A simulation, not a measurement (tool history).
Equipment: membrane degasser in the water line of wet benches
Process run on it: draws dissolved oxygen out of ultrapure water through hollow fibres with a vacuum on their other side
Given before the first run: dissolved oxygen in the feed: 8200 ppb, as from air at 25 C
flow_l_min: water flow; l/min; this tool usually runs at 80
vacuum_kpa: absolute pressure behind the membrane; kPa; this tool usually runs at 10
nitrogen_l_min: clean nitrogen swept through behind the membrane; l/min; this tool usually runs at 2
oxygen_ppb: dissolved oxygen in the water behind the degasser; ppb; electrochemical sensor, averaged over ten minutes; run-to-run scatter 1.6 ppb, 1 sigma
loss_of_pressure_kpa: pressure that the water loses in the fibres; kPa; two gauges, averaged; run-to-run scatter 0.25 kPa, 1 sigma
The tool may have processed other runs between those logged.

| run | hour | flow_l_min | vacuum_kpa | nitrogen_l_min | oxygen_ppb | loss_of_pressure_kpa |
|---|---|---|---|---|---|---|
| 1 | 0 | 80 | 10 | 2 | 519.1 | 65.13 |
| 2 | 255.8 | 80 | 10 | 2 | 519.6 | 65.49 |
| 3 | 409.3 | 80 | 10 | 2 | 517.9 | 65.38 |
| 4 | 596 | 80 | 10 | 2 | 518.4 | 65.1 |
| 5 | 870.6 | 80 | 10 | 2 | 520.9 | 65.38 |
| 6 | 1083.1 | 80 | 10 | 2 | 518.8 | 65.17 |
| 7 | 1266.5 | 80 | 10 | 2 | 513.7 | 65.35 |
| 8 | 1606.8 | 80 | 10 | 2 | 513.7 | 65.75 |
| 9 | 1943.3 | 80 | 10 | 2 | 516.1 | 65.74 |
| 10 | 2122.3 | 80 | 10 | 2 | 511 | 65.2 |
| 11 | 2443.3 | 80 | 10 | 2 | 514.8 | 65.56 |
| 12 | 2673.8 | 80 | 10 | 2 | 511.1 | 65.53 |
|  | 2765.5 | seals of the vacuum lines changed |
| 13 | 2927.7 | 80 | 10 | 2 | 510.5 | 65.48 |
| 14 | 3145.2 | 62 | 7 | 2.09 | 228.2 | 50.86 |
| 15 | 3336.3 | 84 | 11.2 | 1.17 | 895.4 | 68.49 |
| 16 | 3669.6 | 84 | 9.5 | 1.17 | 719.2 | 69.08 |
| 17 | 3953.1 | 94 | 10 | 2 | 572.8 | 76.94 |
|  | 3999.4 | gauge calibrated |
| 18 | 4104.7 | 58 | 23.4 | 4.04 | 624.2 | 47.33 |

Forecast run 19:
| 19 | 4285.5 | 58 | 21.2 | 2 | ? | ? |

{"run 19": {"oxygen_ppb": 990.6, "loss_of_pressure_kpa": 47.16}}
The same run, on a tool lacking any hidden state, would have yielded oxygen_ppb 992.4 ppb, loss_of_pressure_kpa 47.13 kPa.

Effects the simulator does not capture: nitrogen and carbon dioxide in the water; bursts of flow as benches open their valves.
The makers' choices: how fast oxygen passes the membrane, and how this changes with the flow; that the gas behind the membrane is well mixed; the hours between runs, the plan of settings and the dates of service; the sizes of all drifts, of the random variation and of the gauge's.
